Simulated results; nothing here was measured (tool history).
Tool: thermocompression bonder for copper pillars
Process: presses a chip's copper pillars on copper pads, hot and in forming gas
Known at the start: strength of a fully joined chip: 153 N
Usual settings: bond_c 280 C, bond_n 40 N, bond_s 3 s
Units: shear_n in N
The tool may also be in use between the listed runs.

| run | day | bond_c | bond_n | bond_s | shear_n |
|---|---|---|---|---|---|
| 1 | 0 | 280 | 40 | 3 | 47.9 |
| 2 | 0.712 | 280 | 40 | 3 | 48.1 |
| 3 | 1.033 | 280 | 40 | 3 | 46.9 |
| 4 | 1.392 | 280 | 40 | 3 | 47.1 |
| 5 | 1.912 | 280 | 40 | 3 | 47 |
| 6 | 2.388 | 280 | 40 | 3 | 46.9 |
| 7 | 2.775 | 280 | 42 | 5 | 58.9 |
| 8 | 3.45 | 280 | 42 | 5 | 57.6 |
| 9 | 3.817 | 285 | 40 | 9 | 72.1 |
| 10 | 4.354 | 254 | 41 | 2 | 28.8 |
| 11 | 4.654 | 281 | 44 | 5 | 58.8 |
| 12 | 5.35 | 269 | 28 | 5 | 44.6 |

Not shown: 2 entries that the log had between the listed runs. Between which runs, and how does the tool's hidden state differ before and after?
Between runs 9 and 10: force cell calibrated (day 3.938)
  true temperature of the bond over the reading, C: -6.9 -> -7; force that reaches the chip, % of what is set: 101 -> 101.3; oxide that the forming gas leaves, % of the face: 10.6 -> 11.24
  measured less the result without the state, shear_n: -12.3 -> -6 N
Between runs 11 and 12: forming gas filter changed (day 4.888)
  true temperature of the bond over the reading, C: -7 -> -7.1; oxide that the forming gas leaves, % of the face: 11.68 -> 1.21
  measured less the result without the state, shear_n: -11.3 -> -3.5 N
